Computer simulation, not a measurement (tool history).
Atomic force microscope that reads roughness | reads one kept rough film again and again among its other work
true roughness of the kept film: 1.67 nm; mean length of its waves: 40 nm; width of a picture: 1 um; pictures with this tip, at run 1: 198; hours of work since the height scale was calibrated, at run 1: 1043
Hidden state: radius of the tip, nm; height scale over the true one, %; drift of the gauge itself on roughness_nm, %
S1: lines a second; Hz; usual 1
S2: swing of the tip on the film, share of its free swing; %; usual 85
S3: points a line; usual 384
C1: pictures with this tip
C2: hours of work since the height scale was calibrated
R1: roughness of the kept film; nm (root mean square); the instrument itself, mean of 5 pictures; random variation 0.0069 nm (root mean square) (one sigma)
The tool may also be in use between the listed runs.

run    hour    S1  S2    S3   C1    C2     R1
  1       0     1  85   384  198  1043  1.256
       27.4  -- new tip fitted
  2    73.9  1.38  85   384   97  1095  1.247
  3   110.2  1.38  85   384  173  1120  1.198
        147  -- new tip fitted
  4   184.2  1.38  85   384   77  1173  1.258
  5   251.1  1.24  85   384  217  1220  1.177
      267.3  -- new tip fitted
  6   298.3  1.24  85   384   64  1253   1.28
  7     345  1.24  85   384  162  1286  1.224
      387.3  -- new tip fitted
  8   401.8  1.24  85   763   31  1326   1.31
  9   433.8     1  85   592   97  1349  1.308
 10   499.1     1  85   384  234  1395  1.214
      510.7  -- new tip fitted
 11   558.7     1  85   384  100  1437  1.285
 12   599.7     3  85   384  186  1466  0.996
      634.1  -- new tip fitted
 13     660     3  85   384   54  1509  1.067
 14   705.8  2.01  55   937  149  1541  1.375
 15   744.2  1.05  75   384  229  1569  1.271
      757.5  -- new tip fitted
 16   795.1  3.02  59   495   79  1604  1.361
 17   836.9     1  68   438  166  1634  1.357
      878.1  -- new tip fitted
 18     903     1  68   438   52  1681  1.432
 19     946  1.74  61   988  142  1711  1.353
     1001.3  -- new tip fitted
 20  1019.2  1.74  61  1008   37  1763  1.432
 21  1094.5     1  72   388  195  1816  1.299
     1120.6  -- new tip fitted
 22  1144.4     1  72   388   50  1851  1.411
     1161.4  -- height scale calibrated on a step standard
 23  1184.8     1  72   388  132    17  1.374
     1243.3  -- new tip fitted
 24  1249.6  3.62  64   865   13    62  1.371
 25  1294.2  1.85  74   384  107    94  1.296

4 ways to go on from here, each from the tool as it stands after run 25. What would each give?
  A  1358  1.85  74  827  240  139   ?
  B  1358  3.44  65  263  240  139   ?
  C  1358     1  69  458  240  139   ?
  D  1358     1  76  384  240  139   ?

run     R1
  A  1.224
  B  1.189
  C  1.317
  D  1.274
Without the tool's hidden state the same runs would have given:
run     R1
  A  1.407
  B  1.367
  C  1.514
  D  1.466

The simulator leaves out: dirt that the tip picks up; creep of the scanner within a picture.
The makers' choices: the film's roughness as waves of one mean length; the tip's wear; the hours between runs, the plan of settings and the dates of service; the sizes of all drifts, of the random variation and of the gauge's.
